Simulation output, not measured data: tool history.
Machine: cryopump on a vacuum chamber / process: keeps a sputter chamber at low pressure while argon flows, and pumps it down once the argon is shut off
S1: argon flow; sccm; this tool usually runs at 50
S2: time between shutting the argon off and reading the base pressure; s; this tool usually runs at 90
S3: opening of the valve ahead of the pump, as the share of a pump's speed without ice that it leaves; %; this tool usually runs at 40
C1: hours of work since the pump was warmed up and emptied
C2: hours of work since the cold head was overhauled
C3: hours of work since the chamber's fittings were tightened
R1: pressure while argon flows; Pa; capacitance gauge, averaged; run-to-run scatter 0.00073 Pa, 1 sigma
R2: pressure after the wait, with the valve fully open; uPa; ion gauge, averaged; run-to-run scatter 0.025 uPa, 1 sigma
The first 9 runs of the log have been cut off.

run	hour	S1	S2	S3	C1	C2	C3	R1	R2
10	624.4	50	90	40	749	3770	1687	0.1436	2.8
11	699.8	50	43	40	811	3832	1749	0.1453	3.89
12	745	50	43	40	848	3869	1786	0.1441	3.88
13	799.7	50	43	40	893	3914	1831	0.1458	3.95
14	898.3	50	43	40	975	3995	1912	0.1473	4.14
# hour 909.3: pump warmed up, emptied and cooled again
15	952.8	50	43	24	36	4036	1953	0.2231	3.68
16	1014.9	50	43	24	87	4087	2004	0.2217	3.73
17	1079.5	50	116	40	140	4140	2057	0.1355	2.78
18	1130.3	50	116	40	182	4182	2099	0.1361	2.73
19	1234	50	24	25	267	4267	2184	0.2173	5.22
20	1292	28	154	46	315	4315	2232	0.0676	2.83
21	1335.6	95	253	53	351	4351	2268	0.2023	2.64
22	1437	89	90	40	434	4434	2351	0.249	3.39
23	1515.3	20	298	40	499	4499	2416	0.056	2.78
24	1607.8	23	285	40	575	4575	2492	0.0647	2.94
25	1710.2	77	90	15	659	4659	2576	0.558	3.58
26	1779.6	66	87	44	716	4716	2633	0.1723	3.86
27	1851.8	43	39	44	776	4776	2692	0.114	5
28	1911.8	26	85	57	825	4825	2742	0.0546	4.1
29	1972.3	23	50	40	875	4875	2792	0.067	4.74
30	2065.1	23	111	23	951	4951	2868	0.1123	4.1
# hour 2105.1: pump warmed up, emptied and cooled again
31	2172.9	34	42	38	56	5036	2953	0.0968	4.59
# hour 2216.2: leaking fittings of the chamber tightened, without venting
32	2252.1	66	105	40	119	5099	30	0.1786	0.98
33	2337.6	66	105	40	190	5170	100	0.1793	1.06

5 ways to go on from here, each from the tool as it stands after run 33. What would each give?
A	2402.7	97	23	42	243	5223	153	?	?
B	2402.7	50	90	24	243	5223	153	?	?
C	2402.7	50	26	40	243	5223	153	?	?
D	2402.7	27	32	24	243	5223	153	?	?
E	2402.7	21	90	56	243	5223	153	?	?

run	R1	R2
A	0.2546	3.62
B	0.2234	1.2
C	0.1354	3.21
D	0.1196	2.65
E	0.0418	1.17
Without the tool's unlogged condition, the same runs would have read:
run	R1	R2
A	0.2457	3.44
B	0.2188	1.02
C	0.1309	3.03
D	0.1172	2.47
E	0.0399	0.99

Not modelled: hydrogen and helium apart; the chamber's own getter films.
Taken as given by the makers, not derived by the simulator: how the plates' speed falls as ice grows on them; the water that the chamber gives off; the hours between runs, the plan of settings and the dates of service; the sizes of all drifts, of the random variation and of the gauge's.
